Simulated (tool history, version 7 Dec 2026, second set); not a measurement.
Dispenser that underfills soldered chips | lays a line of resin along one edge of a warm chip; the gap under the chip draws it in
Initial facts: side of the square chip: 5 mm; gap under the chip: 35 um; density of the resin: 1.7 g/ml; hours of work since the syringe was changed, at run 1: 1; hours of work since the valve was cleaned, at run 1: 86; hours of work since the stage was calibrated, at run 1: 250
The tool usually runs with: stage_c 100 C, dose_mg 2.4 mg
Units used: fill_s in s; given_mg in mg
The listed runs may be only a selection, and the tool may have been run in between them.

| run | hour | stage_c | dose_mg | hours of work since the syringe was changed | hours of work since the valve was cleaned | hours of work since the stage was calibrated | fill_s | given_mg |
|---|---|---|---|---|---|---|---|---|
| 1 | 0 | 100 | 2.4 | 1 | 86 | 250 | 30.4 | 2.34 |
|  | 8.3 | new syringe of resin |
| 2 | 11.6 | 100 | 2.4 | 3 | 94 | 258 | 33.1 | 2.34 |
|  | 17.9 | new syringe of resin |
| 3 | 22.9 | 100 | 2.4 | 4 | 103 | 267 | 37.4 | 2.29 |
|  | 27.7 | dispensing valve cleaned and set on the balance |
|  | 28.8 | new syringe of resin |
| 4 | 32.6 | 100 | 2.4 | 3 | 4 | 274 | 34.2 | 2.4 |
|  | 38.6 | new syringe of resin |
| 5 | 44.2 | 93 | 2.4 | 4 | 12 | 282 | 52.9 | 2.4 |
|  | 48.1 | new syringe of resin |
| 6 | 54.6 | 100 | 2.59 | 5 | 20 | 290 | 40.3 | 2.56 |
|  | 58.5 | new syringe of resin |
| 7 | 67.2 | 100 | 2.59 | 7 | 30 | 300 | 47.6 | 2.56 |
|  | 68.6 | new syringe of resin |
| 8 | 77 | 100 | 2.51 | 7 | 37 | 307 | 46.2 | 2.48 |
|  | 78.5 | new syringe of resin |
|  | 88.1 | new syringe of resin |
| 9 | 92.2 | 100 | 2.17 | 3 | 49 | 319 | 35.5 | 2.13 |
|  | 98.8 | new syringe of resin |
| 10 | 107.1 | 100 | 2.17 | 6 | 60 | 330 | 47.3 | 2.14 |
|  | 109.1 | new syringe of resin |
| 11 | 115.4 | 100 | 2.17 | 5 | 66 | 336 | 41.9 | 2.11 |
|  | 118.6 | new syringe of resin |
|  | 128.1 | new syringe of resin |
| 12 | 128.1 | 100 | 2.17 | 0 | 76 | 346 | 27.7 | 2.11 |
|  | 137.9 | new syringe of resin |
| 13 | 138.5 | 114 | 2.94 | 0 | 84 | 354 | 15.7 | 2.85 |
|  | 147.6 | new syringe of resin |
| 14 | 148.1 | 114 | 2.94 | 0 | 91 | 361 | 15.4 | 2.84 |
| 15 | 156 | 103 | 3.01 | 7 | 97 | 367 | 42.2 | 2.9 |
|  | 158.2 | new syringe of resin |
| 16 | 163.6 | 103 | 3.01 | 4 | 103 | 373 | 33.3 | 2.91 |
|  | 168.3 | new syringe of resin |
|  | 169.3 | dispensing valve cleaned and set on the balance |
| 17 | 177.8 | 94 | 2.97 | 7 | 7 | 383 | 63.2 | 2.95 |
|  | 179.1 | new syringe of resin |
|  | 189.8 | new syringe of resin |
| 18 | 191.5 | 87 | 2.68 | 1 | 17 | 393 | 56.1 | 2.66 |
|  | 200.4 | new syringe of resin |
| 19 | 206.4 | 87 | 2.68 | 5 | 28 | 405 | 76 | 2.65 |
|  | 211.1 | new syringe of resin |
| 20 | 217.2 | 87 | 2.68 | 5 | 36 | 413 | 74.7 | 2.64 |
|  | 221.7 | new syringe of resin |
|  | 231.8 | new syringe of resin |
| 21 | 232.4 | 87 | 2.6 | 0 | 48 | 424 | 54.4 | 2.53 |
|  | 241.7 | new syringe of resin |
| 22 | 245 | 87 | 2.6 | 3 | 57 | 434 | 62.8 | 2.54 |
|  | 251.8 | new syringe of resin |
| 23 | 252.3 | 100 | 2.53 | 0 | 63 | 439 | 28.8 | 2.49 |
|  | 261.4 | new syringe of resin |
| 24 | 264.9 | 100 | 2.53 | 3 | 73 | 449 | 34.9 | 2.46 |

3 options for the next run, each taken on its own from the tool as it stands now. Forecast them:
|  | 271.3 | new syringe of resin |
| A | 272.2 | 102 | 2.4 | 1 | 78 | 454 | ? | ? |
|  | 271.3 | new syringe of resin |
| B | 272.2 | 100 | 2.51 | 1 | 78 | 454 | ? | ? |
|  | 271.3 | new syringe of resin |
| C | 272.2 | 85 | 2.4 | 1 | 78 | 454 | ? | ? |

| run | fill_s | given_mg |
|---|---|---|
| A | 26.8 | 2.31 |
| B | 29.7 | 2.45 |
| C | 61.8 | 2.34 |
Without the tool's hidden state the same runs would have given:
| run | fill_s | given_mg |
|---|---|---|
| A | 21.8 | 2.38 |
| B | 24.3 | 2.52 |
| C | 49.8 | 2.41 |

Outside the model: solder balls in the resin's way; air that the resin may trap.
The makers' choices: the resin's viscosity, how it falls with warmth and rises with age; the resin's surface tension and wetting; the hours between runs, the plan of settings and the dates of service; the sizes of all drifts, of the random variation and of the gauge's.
